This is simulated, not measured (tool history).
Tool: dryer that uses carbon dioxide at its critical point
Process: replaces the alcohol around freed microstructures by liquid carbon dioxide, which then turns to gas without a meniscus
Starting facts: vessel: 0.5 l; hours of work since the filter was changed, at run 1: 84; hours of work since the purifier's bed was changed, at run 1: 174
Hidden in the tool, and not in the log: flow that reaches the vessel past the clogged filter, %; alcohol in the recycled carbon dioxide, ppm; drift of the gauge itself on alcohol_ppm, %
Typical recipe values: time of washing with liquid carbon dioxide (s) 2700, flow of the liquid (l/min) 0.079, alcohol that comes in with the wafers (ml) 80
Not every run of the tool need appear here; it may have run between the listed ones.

| run | day | time of washing with liquid carbon dioxide (s) | flow of the liquid (l/min) | alcohol that comes in with the wafers (ml) | hours of work since the filter was changed | hours of work since the purifier's bed was changed | alcohol left in the vessel before it's heated (ppm by volume) |
|---|---|---|---|---|---|---|---|
| 1 | 0 | 2700 | 0.079 | 80 | 84 | 174 | 414 |
| 2 | 0.271 | 2160 | 0.079 | 80 | 86 | 176 | 1282 |
| 3 | 0.683 | 2160 | 0.079 | 80 | 90 | 179 | 1312 |
| 4 | 1.1 | 2700 | 0.079 | 80 | 93 | 183 | 410 |
| 5 | 1.442 | 1980 | 0.079 | 80 | 96 | 186 | 1907 |
| 6 | 1.779 | 1980 | 0.079 | 80 | 99 | 189 | 2005 |
| 7 | 2.121 | 1980 | 0.079 | 80 | 102 | 192 | 2005 |
| 8 | 2.538 | 1980 | 0.079 | 80 | 106 | 196 | 1985 |
| 9 | 2.975 | 1980 | 0.079 | 80 | 110 | 199 | 2005 |
| 10 | 3.262 | 1980 | 0.079 | 42 | 112 | 202 | 1094 |
| 11 | 3.575 | 1980 | 0.079 | 42 | 115 | 205 | 1101 |
| 12 | 4.112 | 1980 | 0.079 | 42 | 120 | 209 | 1091 |
| 13 | 4.496 | 1980 | 0.079 | 42 | 123 | 213 | 1110 |
| 14 | 4.812 | 1980 | 0.079 | 42 | 126 | 215 | 1098 |
| 15 | 5.254 | 2700 | 0.079 | 80 | 129 | 219 | 470 |
| 16 | 5.554 | 2700 | 0.079 | 80 | 132 | 222 | 455 |
| 17 | 6.104 | 2700 | 0.079 | 80 | 137 | 226 | 466 |
| 18 | 6.404 | 2700 | 0.079 | 80 | 139 | 229 | 459 |
| 19 | 6.8 | 2700 | 0.1156 | 80 | 143 | 232 | 75 |
| 20 | 7.388 | 2700 | 0.0604 | 80 | 148 | 238 | 1907 |
| 21 | 7.862 | 2040 | 0.1301 | 25 | 152 | 242 | 89 |
| 22 | 8.446 | 1680 | 0.0923 | 41 | 157 | 247 | 1151 |
| 23 | 9.092 | 4080 | 0.0815 | 72 | 163 | 252 | 68 |
| 24 | 9.604 | 2700 | 0.079 | 97 | 167 | 257 | 600 |
| 25 | 10.167 | 2700 | 0.079 | 97 | 172 | 262 | 595 |
| 26 | 10.608 | 2460 | 0.079 | 45 | 176 | 266 | 484 |
| 27 | 11.042 | 2460 | 0.1259 | 101 | 180 | 269 | 94 |
| 28 | 11.675 | 2460 | 0.1259 | 101 | 185 | 275 | 104 |
| 29 | 12.246 | 2460 | 0.1259 | 101 | 190 | 280 | 90 |
| 30 | 12.712 | 2460 | 0.1259 | 101 | 194 | 284 | 99 |
| 31 | 13.367 | 2460 | 0.1259 | 101 | 200 | 289 | 99 |
| 32 | 13.671 | 2460 | 0.1259 | 101 | 202 | 292 | 100 |
| 33 | 14.217 | 2460 | 0.0999 | 101 | 207 | 297 | 308 |
| 34 | 14.842 | 2280 | 0.0658 | 105 | 213 | 302 | 3719 |
| 35 | 15.438 | 2280 | 0.0569 | 97 | 218 | 307 | 6156 |
| 36 | 15.879 | 2280 | 0.08 | 97 | 222 | 311 | 1462 |
| 37 | 16.442 | 2880 | 0.1097 | 38 | 226 | 316 | 78 |
| 38 | 16.833 | 2880 | 0.1097 | 38 | 230 | 319 | 82 |
| 39 | 17.225 | 3780 | 0.0748 | 69 | 233 | 323 | 139 |

A few steps of alcohol left in the vessel before it's heated (ppm by volume) between consecutive runs. Split each: what settings, incoming material and random variation would produce without the hidden state, and what is left over for the hidden state, along with gauge scatter present in only one of the two compared results (measured, and without hidden state):
Run 33 -> 34: time of washing with liquid carbon dioxide (s) 2460 -> 2280, flow of the liquid (l/min) 0.0999 -> 0.0658, alcohol that comes in with the wafers (ml) 101 -> 105. alcohol left in the vessel before it's heated (ppm by volume) +3411: hidden state +958, all else +2453.
Run 34 -> 35: flow of the liquid (l/min) 0.0658 -> 0.0569, alcohol that comes in with the wafers (ml) 105 -> 97. alcohol left in the vessel before it's heated (ppm by volume) +2437: hidden state +522, all else +1915.
Run 35 -> 36: flow of the liquid (l/min) 0.0569 -> 0.08. alcohol left in the vessel before it's heated (ppm by volume) -4694: hidden state -1090, all else -3604.
